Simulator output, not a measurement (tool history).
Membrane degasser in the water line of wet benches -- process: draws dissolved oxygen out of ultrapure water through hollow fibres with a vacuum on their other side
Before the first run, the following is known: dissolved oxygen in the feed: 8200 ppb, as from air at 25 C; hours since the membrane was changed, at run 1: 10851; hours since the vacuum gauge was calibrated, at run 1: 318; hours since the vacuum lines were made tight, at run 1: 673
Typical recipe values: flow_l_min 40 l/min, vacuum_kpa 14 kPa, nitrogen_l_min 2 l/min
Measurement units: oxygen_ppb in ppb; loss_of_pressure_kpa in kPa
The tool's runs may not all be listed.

| run | day | flow_l_min | vacuum_kpa | nitrogen_l_min | hours since the membrane was changed | hours since the vacuum gauge was calibrated | hours since the vacuum lines were made tight | oxygen_ppb | loss_of_pressure_kpa |
|---|---|---|---|---|---|---|---|---|---|
| 1 | 0 | 40 | 14 | 2 | 10851 | 318 | 673 | 457.4 | 45.11 |
| 2 | 8.438 | 40 | 32.3 | 2 | 11054 | 520 | 875 | 1137.3 | 45.14 |
| 3 | 20.2 | 44 | 32.3 | 2 | 11336 | 802 | 1157 | 1228.8 | 49.84 |
| 4 | 32.138 | 44 | 32.3 | 2 | 11623 | 1089 | 1444 | 1228.4 | 49.73 |
| 5 | 45.083 | 40 | 14 | 2 | 11933 | 1400 | 1755 | 460.4 | 45.44 |
| 6 | 54.708 | 40 | 14 | 2 | 12164 | 1631 | 1986 | 461.4 | 45.39 |
| 7 | 68.062 | 40 | 14 | 2 | 12485 | 1951 | 2306 | 461.7 | 45.35 |
| 8 | 74.367 | 40 | 14 | 2 | 12636 | 2102 | 2457 | 461.9 | 45.47 |
| 9 | 81.933 | 40 | 14 | 2 | 12818 | 2284 | 2639 | 461.8 | 45.4 |
| 10 | 95.058 | 40 | 14 | 2 | 13133 | 2599 | 2954 | 463.7 | 45.78 |
| 11 | 101.179 | 29 | 12.5 | 2.87 | 13280 | 2746 | 3101 | 218.9 | 33.05 |
| 12 | 109.575 | 25 | 33.3 | 1.07 | 13481 | 2947 | 3302 | 1324.7 | 28.57 |
| 13 | 115.821 | 25 | 33.3 | 1.07 | 13631 | 3097 | 3452 | 1327.5 | 28.39 |
| 14 | 125.946 | 25 | 33.3 | 1.07 | 13874 | 3340 | 3695 | 1326.3 | 28.43 |
| 15 | 133.683 | 48 | 16.8 | 1.08 | 14060 | 3526 | 3881 | 1073.8 | 54.69 |
| 16 | 142.529 | 39 | 16.8 | 2.15 | 14272 | 3738 | 4093 | 531.1 | 44.47 |
| 17 | 153.046 | 56 | 16.1 | 0.81 | 14525 | 3991 | 4346 | 1387 | 63.97 |
| 18 | 159.733 | 40 | 34.9 | 4.46 | 14685 | 4151 | 4506 | 633.7 | 45.59 |

Below are 5 alternative next runs, each starting from the tool's condition after run 18. Predict each:
| A | 165.729 | 40 | 21.7 | 2 | 14829 | 4295 | 4650 | ? | ? |
| B | 165.729 | 49 | 15.3 | 1.59 | 14829 | 4295 | 4650 | ? | ? |
| C | 165.729 | 50 | 23.4 | 0.94 | 14829 | 4295 | 4650 | ? | ? |
| D | 165.729 | 24 | 14.9 | 2.36 | 14829 | 4295 | 4650 | ? | ? |
| E | 165.729 | 26 | 11.4 | 4.46 | 14829 | 4295 | 4650 | ? | ? |

| run | oxygen_ppb | loss_of_pressure_kpa |
|---|---|---|
| A | 764 | 45.64 |
| B | 740.6 | 55.95 |
| C | 1704 | 57.28 |
| D | 277.2 | 27.61 |
| E | 116.8 | 29.74 |
Without the tool's hidden state the same runs would have given:
| run | oxygen_ppb | loss_of_pressure_kpa |
|---|---|---|
| A | 757 | 43.75 |
| B | 731.2 | 53.63 |
| C | 1693.8 | 54.91 |
| D | 272.9 | 26.48 |
| E | 114.4 | 28.51 |

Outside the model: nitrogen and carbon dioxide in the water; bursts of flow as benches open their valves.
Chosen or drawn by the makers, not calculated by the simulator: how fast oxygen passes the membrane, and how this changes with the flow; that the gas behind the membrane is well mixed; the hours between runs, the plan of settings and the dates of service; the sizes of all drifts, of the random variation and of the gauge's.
